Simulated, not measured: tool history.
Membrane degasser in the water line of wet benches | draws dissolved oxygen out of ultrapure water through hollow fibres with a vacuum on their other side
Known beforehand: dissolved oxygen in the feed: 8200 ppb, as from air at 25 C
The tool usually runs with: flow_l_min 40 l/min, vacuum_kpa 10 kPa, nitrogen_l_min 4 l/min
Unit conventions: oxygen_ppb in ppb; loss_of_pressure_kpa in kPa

run,hour,flow_l_min,vacuum_kpa,nitrogen_l_min,oxygen_ppb,loss_of_pressure_kpa
1,0,40,10,4,213.7,55.58
2,50.6,40,10,4,213.5,55.18
3,109.3,40,18.3,4,395.7,55.49
4,182.7,40,18.3,4,392.9,55.23
5,268.3,63,18.3,4,752.5,86.96
6,315.7,63,18.3,4.93,676.4,87
7,364,63,18.3,4.93,677.6,87.36
8,421.1,63,18.3,4.93,669.9,87.46
9,456,40,10,4,211.7,55.55
10,505.8,32,10,4,149.6,44.33
11,543.9,40,7.4,4,153.3,55.43
12,598.6,40,7.4,4,156.9,55.29
13,651.7,40,7.4,4,155.7,55.44
14,713.3,40,20.5,4,444.2,55.55
15,755.2,40,20.5,4,447,55.41
16,791.5,41,9.3,4,207.8,56.55
17,857.7,41,9.3,4,208.6,57.21
18,911.1,47,21.1,4,555.5,65.34
19,954.7,43,14.8,2.31,536.5,59.48
20,1031.1,43,14.8,2.31,544.3,59.61
21,1069.5,43,14.8,2.31,542.8,60.65
22,1148.2,61,14.8,2.56,799.6,84.46
23,1224.6,40,9.8,1.68,388.6,55.52
24,1306.3,40,9.8,1.68,392.2,55.63
25,1344.4,27,9.8,7.13,71,37.77
26,1384.9,27,13.4,6.21,117.2,37.8
27,1466.9,27,13.4,6.21,115.7,37.64
28,1520.4,27,13.4,6.21,117.5,37.63
29,1556.1,40,20.4,5.29,360.6,55.51

For each run, the measured value with the value that run would have given without the tool's hidden condition subtracted. The run-to-run variation is shared by both, the gauge scatter possibly not:
Hidden conditions of the tool in this case: membrane still open, %; true pressure behind the membrane over the reading, kPa; air that leaks in behind the membrane, l/min; drift of the gauge itself on oxygen_ppb, %; drift of the gauge itself on loss_of_pressure_kpa, %.
run,oxygen_ppb,loss_of_pressure_kpa
1,+6.9,+0.91
2,+7,+0.92
3,+7.1,+0.94
4,+7.3,+0.97
5,+18.7,+1.58
6,+18.8,+1.61
7,+19.2,+1.64
8,+19.4,+1.67
9,+8.2,+1.08
10,+5.1,+0.88
11,+8.5,+1.11
12,+8.9,+1.13
13,+9,+1.15
14,+9,+1.18
15,+9.2,+1.19
16,+10,+1.23
17,+10.3,+1.27
18,+13.3,+1.47
19,+13.8,+1.35
20,+14.3,+1.38
21,+14.5,+1.42
22,+26.4,+2.03
23,+15.1,+1.37
24,+15.6,+1.4
25,+3.3,+0.96
26,+3.7,+0.97
27,+3.8,+0.98
28,+3.9,+1
29,+10.9,+1.5

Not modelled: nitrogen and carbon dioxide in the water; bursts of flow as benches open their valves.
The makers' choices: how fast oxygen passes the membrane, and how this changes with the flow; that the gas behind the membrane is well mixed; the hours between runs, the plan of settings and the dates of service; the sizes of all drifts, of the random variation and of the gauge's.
